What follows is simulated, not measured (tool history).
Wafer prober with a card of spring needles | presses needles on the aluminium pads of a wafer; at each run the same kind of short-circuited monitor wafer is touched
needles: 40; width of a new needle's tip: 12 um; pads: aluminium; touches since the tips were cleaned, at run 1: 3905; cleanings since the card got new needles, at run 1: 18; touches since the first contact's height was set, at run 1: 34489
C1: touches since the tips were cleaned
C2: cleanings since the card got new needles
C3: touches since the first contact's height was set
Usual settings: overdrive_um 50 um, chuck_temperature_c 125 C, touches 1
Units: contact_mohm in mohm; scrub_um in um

run 1 day=0 | overdrive_um=50 chuck_temperature_c=125 touches=1 | C1=3905 C2=18 C3=34489 | contact_mohm=248 scrub_um=6.35
-- day=0.225 tips cleaned on abrasive film
run 2 day=0.479 | overdrive_um=50 chuck_temperature_c=125 touches=1 | C1=3052 C2=19 C3=40236 | contact_mohm=243 scrub_um=6.36
-- day=0.767 tips cleaned on abrasive film
run 3 day=0.833 | overdrive_um=40 chuck_temperature_c=125 touches=1 | C1=818 C2=20 C3=44518 | contact_mohm=248 scrub_um=5.08
run 4 day=1.104 | overdrive_um=50 chuck_temperature_c=125 touches=2 | C1=4117 C2=20 C3=47817 | contact_mohm=247 scrub_um=6.4
-- day=1.308 tips cleaned on abrasive film
run 5 day=1.354 | overdrive_um=34 chuck_temperature_c=125 touches=2 | C1=547 C2=21 C3=50788 | contact_mohm=252 scrub_um=4.33
run 6 day=1.633 | overdrive_um=34 chuck_temperature_c=34 touches=2 | C1=3928 C2=21 C3=54169 | contact_mohm=226 scrub_um=4.32
-- day=1.879 tips cleaned on abrasive film
run 7 day=1.904 | overdrive_um=34 chuck_temperature_c=87 touches=2 | C1=311 C2=22 C3=57396 | contact_mohm=241 scrub_um=4.33
run 8 day=2.192 | overdrive_um=34 chuck_temperature_c=87 touches=2 | C1=3820 C2=22 C3=60905 | contact_mohm=238 scrub_um=4.31
-- day=2.433 tips cleaned on abrasive film
run 9 day=2.642 | overdrive_um=34 chuck_temperature_c=87 touches=2 | C1=2527 C2=23 C3=66332 | contact_mohm=240 scrub_um=4.35
run 10 day=2.879 | overdrive_um=34 chuck_temperature_c=87 touches=2 | C1=5398 C2=23 C3=69203 | contact_mohm=241 scrub_um=4.34
-- day=2.988 tips cleaned on abrasive film
run 11 day=3.238 | overdrive_um=34 chuck_temperature_c=87 touches=2 | C1=3038 C2=24 C3=73510 | contact_mohm=242 scrub_um=4.34
-- day=3.533 tips cleaned on abrasive film
run 12 day=3.679 | overdrive_um=50 chuck_temperature_c=125 touches=1 | C1=1744 C2=25 C3=78792 | contact_mohm=247 scrub_um=6.37
run 13 day=3.888 | overdrive_um=50 chuck_temperature_c=125 touches=1 | C1=4310 C2=25 C3=81358 | contact_mohm=245 scrub_um=6.4
-- day=4.071 tips cleaned on abrasive film
run 14 day=4.221 | overdrive_um=50 chuck_temperature_c=125 touches=1 | C1=1831 C2=26 C3=85339 | contact_mohm=244 scrub_um=6.41
-- day=4.608 tips cleaned on abrasive film
run 15 day=4.667 | overdrive_um=50 chuck_temperature_c=125 touches=1 | C1=731 C2=27 C3=90711 | contact_mohm=243 scrub_um=6.43
run 16 day=5.042 | overdrive_um=50 chuck_temperature_c=125 touches=1 | C1=5272 C2=27 C3=95252 | contact_mohm=244 scrub_um=6.42
-- day=5.15 tips cleaned on abrasive film
run 17 day=5.392 | overdrive_um=50 chuck_temperature_c=125 touches=1 | C1=2914 C2=28 C3=99447 | contact_mohm=246 scrub_um=6.44
-- day=5.633 height of the first contact set anew
-- day=5.725 tips cleaned on abrasive film
run 18 day=5.733 | overdrive_um=50 chuck_temperature_c=36 touches=1 | C1=97 C2=29 C3=1164 | contact_mohm=223 scrub_um=6.43
run 19 day=6.196 | overdrive_um=38 chuck_temperature_c=41 touches=2 | C1=5744 C2=29 C3=6811 | contact_mohm=231 scrub_um=4.87
-- day=6.288 tips cleaned on abrasive film
run 20 day=6.458 | overdrive_um=38 chuck_temperature_c=41 touches=2 | C1=2039 C2=30 C3=9922 | contact_mohm=229 scrub_um=4.89
run 21 day=6.8 | overdrive_um=40 chuck_temperature_c=38 touches=1 | C1=6204 C2=30 C3=14087 | contact_mohm=224 scrub_um=5.18
-- day=6.838 tips cleaned on abrasive film
run 22 day=7.108 | overdrive_um=40 chuck_temperature_c=38 touches=2 | C1=3275 C2=31 C3=17766 | contact_mohm=227 scrub_um=5.14
-- day=7.379 tips cleaned on abrasive film
run 23 day=7.396 | overdrive_um=40 chuck_temperature_c=38 touches=2 | C1=205 C2=32 C3=21225 | contact_mohm=229 scrub_um=5.16
run 24 day=7.867 | overdrive_um=40 chuck_temperature_c=42 touches=2 | C1=5924 C2=32 C3=26944 | contact_mohm=230 scrub_um=5.16
-- day=7.942 tips cleaned on abrasive film
run 25 day=8.204 | overdrive_um=51 chuck_temperature_c=29 touches=2 | C1=3157 C2=33 C3=30957 | contact_mohm=221 scrub_um=6.58
-- day=8.483 tips cleaned on abrasive film
run 26 day=8.521 | overdrive_um=37 chuck_temperature_c=104 touches=2 | C1=459 C2=34 C3=34797 | contact_mohm=245 scrub_um=4.76
run 27 day=8.854 | overdrive_um=50 chuck_temperature_c=28 touches=1 | C1=4470 C2=34 C3=38808 | contact_mohm=224 scrub_um=6.46
-- day=9.029 tips cleaned on abrasive film
run 28 day=9.15 | overdrive_um=57 chuck_temperature_c=125 touches=1 | C1=1476 C2=35 C3=42370 | contact_mohm=244 scrub_um=7.38
run 29 day=9.462 | overdrive_um=38 chuck_temperature_c=37 touches=1 | C1=5255 C2=35 C3=46149 | contact_mohm=230 scrub_um=4.95
-- day=9.562 tips cleaned on abrasive film
run 30 day=9.854 | overdrive_um=38 chuck_temperature_c=37 touches=1 | C1=3539 C2=36 C3=50884 | contact_mohm=229 scrub_um=4.94
-- day=10.125 tips cleaned on abrasive film
run 31 day=10.317 | overdrive_um=38 chuck_temperature_c=37 touches=1 | C1=2325 C2=37 C3=56427 | contact_mohm=227 scrub_um=4.94
-- day=10.667 tips cleaned on abrasive film
run 32 day=10.758 | overdrive_um=50 chuck_temperature_c=125 touches=2 | C1=1097 C2=38 C3=61719 | contact_mohm=248 scrub_um=6.52
run 33 day=11.096 | overdrive_um=50 chuck_temperature_c=125 touches=2 | C1=5235 C2=38 C3=65857 | contact_mohm=241 scrub_um=6.51
-- day=11.208 tips cleaned on abrasive film
run 34 day=11.446 | overdrive_um=50 chuck_temperature_c=125 touches=1 | C1=2889 C2=39 C3=70038 | contact_mohm=244 scrub_um=6.49
-- day=11.742 tips cleaned on abrasive film
run 35 day=11.825 | overdrive_um=50 chuck_temperature_c=125 touches=2 | C1=966 C2=40 C3=74568 | contact_mohm=243 scrub_um=6.47

Hidden state or all else? Some run-to-run changes of scrub_um, split into what the settings, what came in and random variation would give without the hidden state, and what is left for the hidden state (with any gauge scatter that isn't in both results):
The hidden state here: debris on the tips, nm; way that the needles fall short of the set height, um; tips' diameter, um; drift of the gauge itself on contact_mohm, %; drift of the gauge itself on scrub_um, %.
Run 4 -> 5: overdrive_um 50 -> 34, tips cleaned on abrasive film. scrub_um -2.07 um: hidden state +0, all else -2.07.
Run 11 -> 12: overdrive_um 34 -> 50, chuck_temperature_c 87 -> 125, touches 2 -> 1, tips cleaned on abrasive film. scrub_um +2.03 um: hidden state +0.03, all else +2.
Run 28 -> 29: overdrive_um 57 -> 38, chuck_temperature_c 125 -> 37. scrub_um -2.43 um: hidden state -0.04, all else -2.39.
Run 31 -> 32: overdrive_um 38 -> 50, chuck_temperature_c 37 -> 125, touches 1 -> 2, tips cleaned on abrasive film. scrub_um +1.58 um: hidden state +0.04, all else +1.54.

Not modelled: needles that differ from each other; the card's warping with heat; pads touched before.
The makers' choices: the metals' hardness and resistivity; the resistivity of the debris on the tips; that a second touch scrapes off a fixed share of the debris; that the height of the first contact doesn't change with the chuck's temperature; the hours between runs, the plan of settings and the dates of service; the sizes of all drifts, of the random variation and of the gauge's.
